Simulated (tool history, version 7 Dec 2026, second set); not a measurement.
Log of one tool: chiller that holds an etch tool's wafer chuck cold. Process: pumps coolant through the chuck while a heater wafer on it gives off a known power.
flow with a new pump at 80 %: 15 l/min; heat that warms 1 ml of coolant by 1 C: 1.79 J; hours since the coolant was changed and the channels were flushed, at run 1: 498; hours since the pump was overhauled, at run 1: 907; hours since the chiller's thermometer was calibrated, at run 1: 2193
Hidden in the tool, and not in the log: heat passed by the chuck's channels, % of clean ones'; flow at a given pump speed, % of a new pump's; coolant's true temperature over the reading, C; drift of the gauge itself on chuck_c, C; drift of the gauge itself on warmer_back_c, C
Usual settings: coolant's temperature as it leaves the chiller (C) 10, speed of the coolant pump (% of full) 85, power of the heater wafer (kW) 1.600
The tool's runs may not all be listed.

run	hour	coolant's temperature as it leaves the chiller (C)	speed of the coolant pump (% of full)	power of the heater wafer (kW)	hours since the coolant was changed and the channels were flushed	hours since the pump was overhauled	hours since the chiller's thermometer was calibrated	chuck's temperature once it has settled (C)	how much warmer the coolant comes back (C)
1	0.0	10	85	1.600	498	907	2193	27.3	3.43
2	29.3	10	70	1.600	527	936	2222	30.1	4.14
3	67.0	10	85	2.319	565	974	2260	34.8	4.92
4	111.8	10	100	1.600	610	1019	2305	25.3	2.95
5	162.1	10	78	1.600	660	1069	2355	28.6	3.69
6	190.5	10	78	1.600	689	1098	2383	28.5	3.73
7	242.6	10	78	1.600	741	1150	2435	28.4	3.74
8	274.0	19	85	1.600	772	1181	2467	36.3	3.42
9	310.4	19	85	1.600	808	1217	2503	36.3	3.51
10	345.8	19	85	1.600	844	1253	2539	36.5	3.46
11	376.4	10	85	0.915	874	1284	2569	20.0	1.98
12	426.0	11	85	1.600	924	1333	2619	28.5	3.45
13	456.4	11	85	1.600	954	1364	2649	28.4	3.41
14	496.4	10	85	1.600	994	1404	2689	27.5	3.46
15	519.1	10	85	1.600	1017	1426	2712	27.6	3.47
16	567.0	10	85	1.600	1065	1474	2760	27.4	3.48
17	602.1	14	63	1.600	1100	1509	2795	36.2	4.62
18	625.3	3	80	1.490	1123	1532	2818	20.3	3.43
19	672.1	0	80	1.104	1170	1579	2865	12.9	2.51
20	707.2	17	90	1.600	1205	1614	2900	33.7	3.27
21	745.7	17	90	1.017	1244	1653	2938	27.9	2.08
22	773.7	8	74	1.310	1272	1681	2966	23.9	3.28
23	820.4	18	70	0.823	1318	1727	3013	28.6	2.12
24	846.3	11	74	1.380	1344	1753	3039	28.1	3.39
25	873.0	18	85	1.600	1371	1780	3066	35.9	3.48
26	896.4	18	60	1.262	1394	1803	3089	36.4	3.86
27	945.6	12	60	1.262	1444	1853	3138	30.5	3.86
28	982.7	10	76	2.043	1481	1890	3175	34.9	4.90
29	1026.3	3	98	1.290	1524	1933	3219	16.0	2.39
30	1056.7	3	98	1.290	1555	1964	3249	15.9	2.41
31	1084.0	3	98	1.290	1582	1991	3277	16.2	2.44

Forecast each of these 5 alternatives for the next run:
A	1134.0	3	98	1.721	1632	2041	3327	?	?
B	1134.0	2	96	0.975	1632	2041	3327	?	?
C	1134.0	3	98	0.901	1632	2041	3327	?	?
D	1134.0	3	84	1.290	1632	2041	3327	?	?
E	1134.0	4	72	1.697	1632	2041	3327	?	?

run	chuck's temperature once it has settled (C)	how much warmer the coolant comes back (C)
A	20.5	3.23
B	12.0	1.89
C	12.3	1.67
D	17.9	2.83
E	25.6	4.40
Without the tool's hidden state the same runs would have given:
run	chuck's temperature once it has settled (C)	how much warmer the coolant comes back (C)
A	19.2	3.12
B	11.1	1.83
C	11.5	1.61
D	16.7	2.74
E	24.1	4.26
